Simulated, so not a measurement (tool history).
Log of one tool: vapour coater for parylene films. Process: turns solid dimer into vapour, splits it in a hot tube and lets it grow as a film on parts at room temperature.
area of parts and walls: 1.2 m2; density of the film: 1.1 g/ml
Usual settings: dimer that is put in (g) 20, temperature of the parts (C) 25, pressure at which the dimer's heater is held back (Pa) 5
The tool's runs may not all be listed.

| run | hour | dimer that is put in (g) | temperature of the parts (C) | pressure at which the dimer's heater is held back (Pa) | thickness of the film (µm) |
|---|---|---|---|---|---|
| 1 | 0 | 20 | 25 | 5 | 10.12 |
| 2 | 12.8 | 20 | 25 | 5 | 10.08 |
| 3 | 28.2 | 20 | 25 | 5 | 9.97 |
| 4 | 50.3 | 20 | 25 | 5 | 10.13 |
| 5 | 76 | 20 | 25 | 5 | 10.08 |
| 6 | 101 | 20 | 25 | 5 | 9.98 |
| 7 | 117.4 | 20 | 25 | 5 | 9.91 |
| 8 | 136.6 | 20 | 25 | 5 | 9.88 |
| 9 | 160.3 | 20 | 25 | 5 | 9.88 |
| 10 | 182.6 | 20 | 25 | 5 | 9.65 |
| 11 | 199.2 | 20 | 25 | 5 | 10.82 |
| 12 | 219.2 | 20 | 25 | 5 | 10.69 |
| 13 | 234.4 | 20 | 25 | 5 | 10.57 |
| 14 | 260.4 | 20 | 24 | 5 | 10.87 |
| 15 | 274.6 | 20 | 35 | 5 | 9.02 |
| 16 | 300.9 | 20 | 25 | 5 | 10.57 |
| 17 | 326.2 | 20 | 25 | 5 | 10.31 |
| 18 | 346.1 | 20 | 25 | 5 | 10.2 |
| 19 | 366.4 | 20 | 25 | 5 | 10.24 |
| 20 | 384.2 | 27 | 24 | 3 | 15.86 |
| 21 | 399.4 | 24 | 24 | 11.99 | 10.26 |
| 22 | 423.5 | 21 | 25 | 5 | 10.59 |
| 23 | 440.2 | 17 | 21 | 5 | 9.01 |
| 24 | 463.7 | 25 | 26 | 5 | 12.5 |
| 25 | 485.6 | 34 | 29 | 2.68 | 18.61 |
| 26 | 498.2 | 34 | 29 | 2.68 | 18.61 |
| 27 | 515.5 | 34 | 22 | 3.15 | 19.57 |
| 28 | 535.1 | 14 | 24 | 3.51 | 7.63 |
| 29 | 561.2 | 16 | 25 | 5 | 7.76 |
| 30 | 574.3 | 16 | 25 | 5 | 7.75 |
| 31 | 589.6 | 16 | 25 | 4.16 | 8.15 |
| 32 | 611.3 | 20 | 33 | 5 | 9.53 |
| 33 | 624.9 | 20 | 33 | 5 | 9.61 |
| 34 | 645.6 | 20 | 33 | 5 | 9.44 |
| 35 | 657.7 | 20 | 33 | 5 | 9.42 |
| 36 | 684 | 20 | 20 | 4.46 | 11.79 |
| 37 | 705.7 | 20 | 20 | 4.46 | 11.6 |

Not shown: 2 entries that the log had between the listed runs. Between which runs, and how does the tool's hidden state differ before and after?
Between runs 10 and 11: trap's valve overhauled (hour 199.2)
  vapour lost through the trap's worn valve, %: 9.7 -> 0.3
  measured less the result without the state, thickness of the film (µm): -0.96 -> +0.06
Between runs 31 and 32: trap's valve overhauled (hour 606.2)
  vapour lost through the trap's worn valve, %: 9.7 -> 0.3; true temperature of the parts over the reading, C: -0.67 -> -0.68
  measured less the result without the state, thickness of the film (µm): -0.79 -> +0.06

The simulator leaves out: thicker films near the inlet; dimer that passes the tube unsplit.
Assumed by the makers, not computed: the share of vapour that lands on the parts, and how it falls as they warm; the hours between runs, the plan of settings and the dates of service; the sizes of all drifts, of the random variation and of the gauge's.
